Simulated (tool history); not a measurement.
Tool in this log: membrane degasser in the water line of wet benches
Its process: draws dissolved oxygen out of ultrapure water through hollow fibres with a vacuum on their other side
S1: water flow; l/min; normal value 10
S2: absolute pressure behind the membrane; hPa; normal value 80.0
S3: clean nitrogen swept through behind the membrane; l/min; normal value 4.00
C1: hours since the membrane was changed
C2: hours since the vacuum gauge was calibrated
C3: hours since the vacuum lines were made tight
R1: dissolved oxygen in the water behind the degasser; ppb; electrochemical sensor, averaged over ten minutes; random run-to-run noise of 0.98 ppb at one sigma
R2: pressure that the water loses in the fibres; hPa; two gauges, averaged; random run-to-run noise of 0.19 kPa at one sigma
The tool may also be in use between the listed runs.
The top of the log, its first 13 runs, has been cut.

run 14 hour=2788.8 | S1=10 S2=55.0 S3=4.00 | C1=12594 C2=811 C3=7855 | R1=97.6 R2=397.4
run 15 hour=2920.8 | S1=10 S2=55.0 S3=4.00 | C1=12726 C2=943 C3=7987 | R1=96.7 R2=399.0
-- hour=2947.3 vacuum gauge calibrated, once more
run 16 hour=3135.1 | S1=8 S2=80.0 S3=4.00 | C1=12940 C2=188 C3=8201 | R1=65.1 R2=318.6
run 17 hour=3443.6 | S1=10 S2=106.1 S3=4.98 | C1=13248 C2=496 C3=8510 | R1=119.9 R2=402.4
run 18 hour=3745.8 | S1=10 S2=106.1 S3=4.98 | C1=13550 C2=798 C3=8812 | R1=121.0 R2=404.6
run 19 hour=3973.5 | S1=10 S2=106.1 S3=4.98 | C1=13778 C2=1026 C3=9039 | R1=120.2 R2=401.1
run 20 hour=4176.0 | S1=10 S2=106.1 S3=4.98 | C1=13981 C2=1229 C3=9242 | R1=123.1 R2=399.6
run 21 hour=4441.6 | S1=10 S2=54.5 S3=6.16 | C1=14246 C2=1494 C3=9507 | R1=92.8 R2=401.2
run 22 hour=4660.9 | S1=10 S2=54.5 S3=6.16 | C1=14466 C2=1714 C3=9727 | R1=93.3 R2=403.9
run 23 hour=4879.2 | S1=10 S2=54.5 S3=6.16 | C1=14684 C2=1932 C3=9945 | R1=94.2 R2=403.4
run 24 hour=5072.4 | S1=6 S2=50.2 S3=6.48 | C1=14877 C2=2125 C3=10138 | R1=18.2 R2=241.9
run 25 hour=5249.9 | S1=9 S2=50.2 S3=6.48 | C1=15055 C2=2303 C3=10316 | R1=69.2 R2=361.0
run 26 hour=5452.7 | S1=9 S2=50.2 S3=6.48 | C1=15257 C2=2505 C3=10519 | R1=68.9 R2=364.8
run 27 hour=5713.8 | S1=10 S2=163.5 S3=3.80 | C1=15518 C2=2766 C3=10780 | R1=176.5 R2=402.6
run 28 hour=5868.1 | S1=10 S2=163.5 S3=3.80 | C1=15673 C2=2921 C3=10934 | R1=175.9 R2=401.1
run 29 hour=6159.5 | S1=10 S2=163.5 S3=3.80 | C1=15964 C2=3212 C3=11225 | R1=180.3 R2=404.0
run 30 hour=6317.6 | S1=10 S2=198.8 S3=4.00 | C1=16122 C2=3370 C3=11384 | R1=199.9 R2=405.3

Alternative continuations, all from the tool just after run 30; predict every row:
run A hour=6489.3 | S1=10 S2=74.2 S3=4.14 | C1=16294 C2=3542 C3=11555 | R1=? R2=?
run B hour=6489.3 | S1=7 S2=64.7 S3=3.22 | C1=16294 C2=3542 C3=11555 | R1=? R2=?
run C hour=6489.3 | S1=10 S2=198.8 S3=5.96 | C1=16294 C2=3542 C3=11555 | R1=? R2=?
run D hour=6489.3 | S1=7 S2=120.7 S3=2.63 | C1=16294 C2=3542 C3=11555 | R1=? R2=?

run=A R1=112.8 R2=401.0
run=B R1=46.5 R2=282.7
run=C R1=160.2 R2=404.2
run=D R1=92.1 R2=283.8
The same runs, with their run-to-run variation unchanged, on a tool lacking any hidden condition would have given:
run=A R1=88.4 R2=376.5
run=B R1=35.6 R2=265.5
run=C R1=131.5 R2=379.6
run=D R1=75.6 R2=266.6
